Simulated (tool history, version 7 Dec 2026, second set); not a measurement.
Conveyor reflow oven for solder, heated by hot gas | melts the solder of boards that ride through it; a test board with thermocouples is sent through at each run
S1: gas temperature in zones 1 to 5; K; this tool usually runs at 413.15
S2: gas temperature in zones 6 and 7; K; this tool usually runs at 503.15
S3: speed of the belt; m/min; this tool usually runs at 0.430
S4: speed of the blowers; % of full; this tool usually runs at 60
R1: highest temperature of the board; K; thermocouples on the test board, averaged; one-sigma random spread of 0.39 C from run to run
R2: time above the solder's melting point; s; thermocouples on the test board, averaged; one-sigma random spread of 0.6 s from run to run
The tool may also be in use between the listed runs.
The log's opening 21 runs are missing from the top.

run   hour      S1      S2     S3  S4      R1    R2
 22  290.7  419.15  493.15  0.369  68  486.85  76.2
 23  311.0  419.15  505.15  0.369  68  497.55  85.1
 24  329.1  413.15  503.15  0.430  61  489.95  64.2
 25  349.3  413.15  503.15  0.353  61  495.35  84.9
 26  368.0  411.15  503.15  0.353  65  495.65  84.8
 27  379.8  421.15  503.15  0.451  60  490.05  64.4
 28  397.7  421.15  503.15  0.447  54  488.55  61.9
 29  406.5  421.15  503.15  0.447  54  488.95  63.3
 30  423.8  421.15  503.15  0.382  54  492.65  79.3

Below are 4 alternative next runs, each starting from the tool's condition after run 30. Predict each:
  A  432.8  421.15  503.15  0.514  54   ?   ?
  B  432.8  424.15  503.15  0.486  69   ?   ?
  C  432.8  421.15  498.15  0.484  54   ?   ?
  D  432.8  409.15  516.15  0.365  54   ?   ?

run      R1    R2
  A  483.55  50.5
  B  490.25  59.9
  C  482.05  51.8
  D  504.45  85.2
Had the tool no hidden state, the same runs would have come out as:
run      R1    R2
  A  483.55  50.5
  B  490.25  59.9
  C  482.05  51.8
  D  504.35  85.2
